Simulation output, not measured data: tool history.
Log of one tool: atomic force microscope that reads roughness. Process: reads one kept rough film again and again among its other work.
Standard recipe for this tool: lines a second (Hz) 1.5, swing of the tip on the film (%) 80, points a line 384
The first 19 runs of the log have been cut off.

| run | hour | lines a second (Hz) | swing of the tip on the film (%) | points a line | pictures with this tip | hours of work since the height scale was calibrated | roughness of the kept film (nm (root mean square)) |
|---|---|---|---|---|---|---|---|
|  | 909.5 | new tip fitted |
| 20 | 928.9 | 1.22 | 86 | 638 | 28 | 1835 | 2.544 |
|  | 933.6 | height scale calibrated on a step standard |
|  | 964 | new tip fitted |
| 21 | 984.6 | 3.45 | 86 | 630 | 29 | 27 | 1.966 |
|  | 1022.6 | new tip fitted |
| 22 | 1039.9 | 0.98 | 84 | 384 | 25 | 56 | 2.653 |
|  | 1069.6 | height scale calibrated on a step standard, once more |
| 23 | 1072.2 | 0.98 | 70 | 464 | 70 | 1 | 2.172 |
|  | 1079.5 | new tip fitted |
| 24 | 1108.3 | 2.89 | 64 | 382 | 42 | 20 | 2.4 |
|  | 1136.8 | new tip fitted |
| 25 | 1145 | 2.08 | 64 | 382 | 12 | 39 | 2.967 |
| 26 | 1181.1 | 0.6 | 66 | 343 | 64 | 58 | 2.322 |
|  | 1190.4 | new tip fitted |
| 27 | 1221.6 | 0.6 | 69 | 343 | 45 | 80 | 2.556 |
|  | 1246.6 | new tip fitted |
| 28 | 1268 | 0.6 | 69 | 343 | 31 | 104 | 2.762 |
|  | 1304.2 | new tip fitted |
| 29 | 1318.2 | 0.6 | 69 | 343 | 20 | 130 | 2.996 |
|  | 1360.2 | new tip fitted |
| 30 | 1361.9 | 1.13 | 82 | 311 | 3 | 153 | 3.035 |
| 31 | 1405.9 | 1.13 | 82 | 311 | 66 | 176 | 2.072 |

3 ways to go on from here, each from the tool as it stands after run 31. What would each give?
|  | 1413.7 | new tip fitted |
| A | 1457.8 | 1.5 | 85 | 384 | 64 | 204 | ? |
|  | 1413.7 | new tip fitted |
| B | 1457.8 | 3.8 | 65 | 755 | 64 | 204 | ? |
|  | 1413.7 | new tip fitted |
| C | 1457.8 | 0.77 | 83 | 503 | 64 | 204 | ? |

| run | roughness of the kept film (nm (root mean square)) |
|---|---|
| A | 1.975 |
| B | 2.029 |
| C | 2.176 |
With the hidden condition removed and each run's random variation left untouched, the same runs would have given:
| run | roughness of the kept film (nm (root mean square)) |
|---|---|
| A | 2.917 |
| B | 2.997 |
| C | 3.215 |

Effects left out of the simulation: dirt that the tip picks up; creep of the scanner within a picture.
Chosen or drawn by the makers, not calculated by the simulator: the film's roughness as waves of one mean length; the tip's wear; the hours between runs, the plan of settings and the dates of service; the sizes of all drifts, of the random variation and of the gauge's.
